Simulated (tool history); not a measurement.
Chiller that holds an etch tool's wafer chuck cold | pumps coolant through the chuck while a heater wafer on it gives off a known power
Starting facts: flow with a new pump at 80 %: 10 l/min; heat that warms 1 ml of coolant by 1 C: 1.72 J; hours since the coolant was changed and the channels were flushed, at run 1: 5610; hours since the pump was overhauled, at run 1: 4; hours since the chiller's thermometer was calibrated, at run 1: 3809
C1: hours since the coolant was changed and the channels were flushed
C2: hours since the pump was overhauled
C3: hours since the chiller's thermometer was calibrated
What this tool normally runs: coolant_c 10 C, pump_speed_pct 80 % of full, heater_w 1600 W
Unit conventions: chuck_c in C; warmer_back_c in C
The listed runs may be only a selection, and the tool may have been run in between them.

Run 1, day 0: usual settings; C1 5610; C2 4; C3 3809. Result: chuck_c 24.4 C, warmer_back_c 5.56 C.
Run 2, day 1.025: usual settings but heater_w 1662 W; C1 5635; C2 28; C3 3834. Result: chuck_c 25 C, warmer_back_c 5.8 C.
Run 3, day 2.567: usual settings but heater_w 1662 W; C1 5672; C2 65; C3 3871. Result: chuck_c 24.9 C, warmer_back_c 5.92 C.
Run 4, day 4.238: usual settings but heater_w 1662 W; C1 5712; C2 105; C3 3911. Result: chuck_c 25 C, warmer_back_c 5.89 C.
Run 5, day 5.154: usual settings but heater_w 1662 W; C1 5734; C2 127; C3 3933. Result: chuck_c 25 C, warmer_back_c 5.86 C.
At day 6.879: chiller's thermometer calibrated.
Run 6, day 6.917: usual settings but heater_w 1662 W; C1 5775; C2 169; C3 1. Result: chuck_c 24.9 C, warmer_back_c 5.85 C.
Run 7, day 8.458: usual settings but heater_w 1662 W; C1 5812; C2 206; C3 38. Result: chuck_c 24.7 C, warmer_back_c 5.83 C.
Run 8, day 9.962: usual settings but coolant_c 8 C, pump_speed_pct 74 % of full, heater_w 1187 W; C1 5848; C2 242; C3 74. Result: chuck_c 19.3 C, warmer_back_c 4.54 C.
Run 9, day 10.775: usual settings but coolant_c 8 C, pump_speed_pct 74 % of full, heater_w 1187 W; C1 5868; C2 261; C3 93. Result: chuck_c 18.9 C, warmer_back_c 4.53 C.
Run 10, day 11.908: usual settings but coolant_c 8 C, pump_speed_pct 71 % of full, heater_w 1108 W; C1 5895; C2 288; C3 121. Result: chuck_c 18.8 C, warmer_back_c 4.45 C.
Run 11, day 13.358: usual settings but coolant_c 3 C, pump_speed_pct 65 % of full; C1 5930; C2 323; C3 155. Result: chuck_c 19.6 C, warmer_back_c 7.04 C.
Run 12, day 14.179: usual settings but coolant_c 3 C, pump_speed_pct 89 % of full; C1 5950; C2 343; C3 175. Result: chuck_c 16.1 C, warmer_back_c 5.02 C.

Here are 5 independent what-if runs from the current tool condition. What would each one return?
Run A, day 15.871: usual settings but pump_speed_pct 88 % of full, heater_w 2279 W; C1 5990; C2 384; C3 216. Result: chuck_c ?, warmer_back_c ?.
Run B, day 15.871: usual settings but pump_speed_pct 84 % of full, heater_w 1896 W; C1 5990; C2 384; C3 216. Result: chuck_c ?, warmer_back_c ?.
Run C, day 15.871: usual settings but coolant_c 3 C, pump_speed_pct 86 % of full, heater_w 2083 W; C1 5990; C2 384; C3 216. Result: chuck_c ?, warmer_back_c ?.
Run D, day 15.871: usual settings but coolant_c 3 C, pump_speed_pct 62 % of full; C1 5990; C2 384; C3 216. Result: chuck_c ?, warmer_back_c ?.
Run E, day 15.871: usual settings but coolant_c 1 C, pump_speed_pct 96 % of full, heater_w 2109 W; C1 5990; C2 384; C3 216. Result: chuck_c ?, warmer_back_c ?.

run  chuck_c  warmer_back_c
  A     29.1           7.26
  B     26.4           6.35
  C     20.7           6.82
  D     20.3           7.43
  E     17.5           6.08
Without the tool's unlogged condition, the same runs would have read:
run  chuck_c  warmer_back_c
  A     27.4           7.18
  B     24.9           6.28
  C     19.1           6.74
  D     18.8           7.34
  E       16           6.01

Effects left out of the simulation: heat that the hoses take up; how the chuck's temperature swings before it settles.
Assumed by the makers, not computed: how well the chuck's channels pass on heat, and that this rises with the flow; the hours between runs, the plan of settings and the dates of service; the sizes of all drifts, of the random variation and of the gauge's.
